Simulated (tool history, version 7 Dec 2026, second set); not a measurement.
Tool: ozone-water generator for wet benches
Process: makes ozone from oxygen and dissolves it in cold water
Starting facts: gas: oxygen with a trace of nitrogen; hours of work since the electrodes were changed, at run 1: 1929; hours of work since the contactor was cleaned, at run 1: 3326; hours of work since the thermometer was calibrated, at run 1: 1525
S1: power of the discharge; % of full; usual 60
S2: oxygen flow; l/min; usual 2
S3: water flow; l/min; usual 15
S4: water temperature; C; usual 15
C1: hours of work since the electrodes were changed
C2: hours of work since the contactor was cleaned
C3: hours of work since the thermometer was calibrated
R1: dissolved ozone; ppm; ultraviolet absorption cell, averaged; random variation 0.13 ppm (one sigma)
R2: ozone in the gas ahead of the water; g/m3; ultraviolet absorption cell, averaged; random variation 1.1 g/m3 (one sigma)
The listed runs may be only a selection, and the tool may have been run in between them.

Run 1, day 0: usual settings; C1 1929; C2 3326; C3 1525. Result: R1 14.3 ppm, R2 193.2 g/m3.
Run 2, day 4.671: usual settings; C1 2025; C2 3422; C3 1621. Result: R1 14.3 ppm, R2 194.2 g/m3.
Run 3, day 8.496: usual settings; C1 2104; C2 3501; C3 1700. Result: R1 14.2 ppm, R2 194.3 g/m3.
Run 4, day 11.175: usual settings; C1 2159; C2 3556; C3 1755. Result: R1 14.1 ppm, R2 193.8 g/m3.
Run 5, day 13.858: usual settings but S1 71 % of full; C1 2214; C2 3611; C3 1811. Result: R1 16.1 ppm, R2 224.4 g/m3.
Run 6, day 18.45: usual settings; C1 2309; C2 3706; C3 1905. Result: R1 14.2 ppm, R2 198 g/m3.
At day 20.283: contactor cleaned.
Run 7, day 23.167: usual settings; C1 2403; C2 59; C3 1999. Result: R1 14.3 ppm, R2 197.4 g/m3.
Run 8, day 26.721: usual settings; C1 2476; C2 133; C3 2072. Result: R1 14.4 ppm, R2 197.8 g/m3.
Run 9, day 32.496: usual settings but S2 1.47 l/min; C1 2595; C2 251; C3 2191. Result: R1 13.4 ppm, R2 225.4 g/m3.
Run 10, day 37.954: usual settings; C1 2707; C2 364; C3 2303. Result: R1 14.3 ppm, R2 196.8 g/m3.
Run 11, day 43.7: usual settings but S1 91 % of full; C1 2825; C2 482; C3 2422. Result: R1 20 ppm, R2 274 g/m3.
Run 12, day 48.279: usual settings; C1 2920; C2 577; C3 2516. Result: R1 14.5 ppm, R2 197 g/m3.
Run 13, day 52.862: usual settings; C1 3014; C2 671; C3 2610. Result: R1 14.2 ppm, R2 196.8 g/m3.
Run 14, day 58.704: usual settings but S2 1.6 l/min; C1 3134; C2 791; C3 2731. Result: R1 13.6 ppm, R2 219.4 g/m3.
Run 15, day 61.883: usual settings but S2 1.6 l/min; C1 3200; C2 857; C3 2796. Result: R1 13.6 ppm, R2 218.5 g/m3.
Run 16, day 66.254: usual settings but S2 1.6 l/min; C1 3290; C2 947; C3 2886. Result: R1 13.4 ppm, R2 218.9 g/m3.
Run 17, day 69.312: usual settings but S2 1.6 l/min; C1 3353; C2 1010; C3 2949. Result: R1 13.3 ppm, R2 219.6 g/m3.
Run 18, day 74.242: usual settings but S2 1.6 l/min; C1 3454; C2 1111; C3 3051. Result: R1 13.3 ppm, R2 220.1 g/m3.
Run 19, day 79.142: usual settings but S1 44 % of full, S2 3.27 l/min, S3 12 l/min, S4 21 C; C1 3555; C2 1212; C3 3152. Result: R1 13.6 ppm, R2 122 g/m3.
Run 20, day 81.583: usual settings but S1 50 % of full, S4 12 C; C1 3606; C2 1263; C3 3202. Result: R1 12.7 ppm, R2 172.4 g/m3.
Run 21, day 86.683: usual settings but S1 50 % of full, S4 12 C; C1 3711; C2 1368; C3 3307. Result: R1 12.9 ppm, R2 171.3 g/m3.
Run 22, day 90.367: usual settings but S1 48 % of full, S4 8 C; C1 3787; C2 1443; C3 3383. Result: R1 12.4 ppm, R2 164.3 g/m3.
Run 23, day 95.892: usual settings but S1 50 % of full, S3 10 l/min; C1 3900; C2 1557; C3 3497. Result: R1 18 ppm, R2 171.9 g/m3.
Run 24, day 101.238: usual settings but S1 75 % of full, S4 20 C; C1 4010; C2 1667; C3 3607. Result: R1 16.3 ppm, R2 239.2 g/m3.
Run 25, day 106.025: usual settings but S1 68 % of full, S2 1.86 l/min, S3 9 l/min, S4 21 C; C1 4109; C2 1766; C3 3705. Result: R1 23.4 ppm, R2 228 g/m3.
Run 26, day 109.712: usual settings but S2 1.75 l/min, S4 11 C; C1 4185; C2 1842; C3 3781. Result: R1 14.2 ppm, R2 212.8 g/m3.
Run 27, day 114.217: usual settings but S1 42 % of full; C1 4278; C2 1935; C3 3874. Result: R1 10.8 ppm, R2 147.9 g/m3.
Run 28, day 116.8: usual settings but S1 96 % of full, S4 12 C; C1 4331; C2 1988; C3 3927. Result: R1 21.2 ppm, R2 291.7 g/m3.
Run 29, day 119.625: usual settings but S1 97 % of full, S4 8 C; C1 4389; C2 2046; C3 3985. Result: R1 22.5 ppm, R2 296.1 g/m3.
At day 125.075: gauge calibrated.
Run 30, day 125.104: usual settings but S1 45 % of full, S2 1.5 l/min, S3 13 l/min, S4 11 C; C1 4502; C2 2159; C3 4098. Result: R1 12.7 ppm, R2 176.5 g/m3.
Run 31, day 130.717: usual settings but S1 45 % of full, S2 1.5 l/min, S3 13 l/min, S4 11 C; C1 4618; C2 2274; C3 4214. Result: R1 12.2 ppm, R2 177 g/m3.
Run 32, day 136.542: usual settings but S1 86 % of full, S2 2.67 l/min, S3 23 l/min, S4 23 C; C1 4738; C2 2394; C3 4334. Result: R1 12.5 ppm, R2 226.9 g/m3.
Run 33, day 140.25: usual settings but S2 2.67 l/min, S3 19 l/min, S4 10 C; C1 4814; C2 2471; C3 4410. Result: R1 12.5 ppm, R2 168.6 g/m3.
Run 34, day 145.05: usual settings but S2 1.36 l/min, S3 19 l/min, S4 8 C; C1 4913; C2 2570; C3 4509. Result: R1 10.3 ppm, R2 232.8 g/m3.

Pick out some run-to-run changes in R2. Of each, how much would a tool without hidden state show as well, from the settings, what came in and chance, and how much is left for the hidden state and any gauge scatter not in both results compared?
The hidden state here: yield of the discharge, % of new electrodes'; contactor's efficiency, % of a clean one's; true water temperature over the reading, C; drift of the gauge itself on ozone_ppm, %; drift of the gauge itself on gas_g_m3, %.
Run 18 -> 19: S1 60 -> 44, S2 1.6 -> 3.27, S3 15 -> 12, S4 15 -> 21. R2 -98.1 g/m3: hidden state -1.3, all else -96.8.
Run 23 -> 24: S1 50 -> 75, S3 10 -> 15, S4 15 -> 20. R2 +67.3 g/m3: hidden state +1.4, all else +65.9.
Run 27 -> 28: S1 42 -> 96, S4 15 -> 12. R2 +143.8 g/m3: hidden state +3.5, all else +140.3.
Run 29 -> 30: S1 97 -> 45, S2 2 -> 1.5, S3 15 -> 13, S4 8 -> 11, gauge calibrated. R2 -119.6 g/m3: hidden state -7.4, all else -112.2.
